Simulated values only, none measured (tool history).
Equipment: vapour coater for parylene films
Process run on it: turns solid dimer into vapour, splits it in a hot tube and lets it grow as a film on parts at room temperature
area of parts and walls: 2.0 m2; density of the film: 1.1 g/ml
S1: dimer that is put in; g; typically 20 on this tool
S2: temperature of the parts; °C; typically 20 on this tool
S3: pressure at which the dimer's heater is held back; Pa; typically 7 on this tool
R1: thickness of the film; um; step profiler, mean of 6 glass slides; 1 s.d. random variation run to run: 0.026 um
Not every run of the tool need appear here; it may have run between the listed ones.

run	hour	S1	S2	S3	R1
1	0	20	20	7	5.63
2	16.1	10	20	7	2.81
3	45	10	20	7	2.82
4	78.3	10	20	7	2.8
5	105.8	20	20	7	5.6
6	141.8	20	20	7	5.58
7	165.6	20	20	7	5.59
8	189.1	20	20	7	5.59
9	210.6	20	20	7	5.55
10	236.7	20	20	8.68	5.39
11	266.5	20	20	8.68	5.35
12	291.7	20	20	8.68	5.35
13	321.1	35	20	7	9.72
14	344.2	20	20	7	5.5
15	373.1	20	20	7	5.52

Run 16 is up next; what results do you expect?
16	396.8	20	20	7	?

{"run 16": {"R1": 5.53}}
If the tool had no hidden condition, the same run with the same run-to-run variation would have returned R1 5.76 um.

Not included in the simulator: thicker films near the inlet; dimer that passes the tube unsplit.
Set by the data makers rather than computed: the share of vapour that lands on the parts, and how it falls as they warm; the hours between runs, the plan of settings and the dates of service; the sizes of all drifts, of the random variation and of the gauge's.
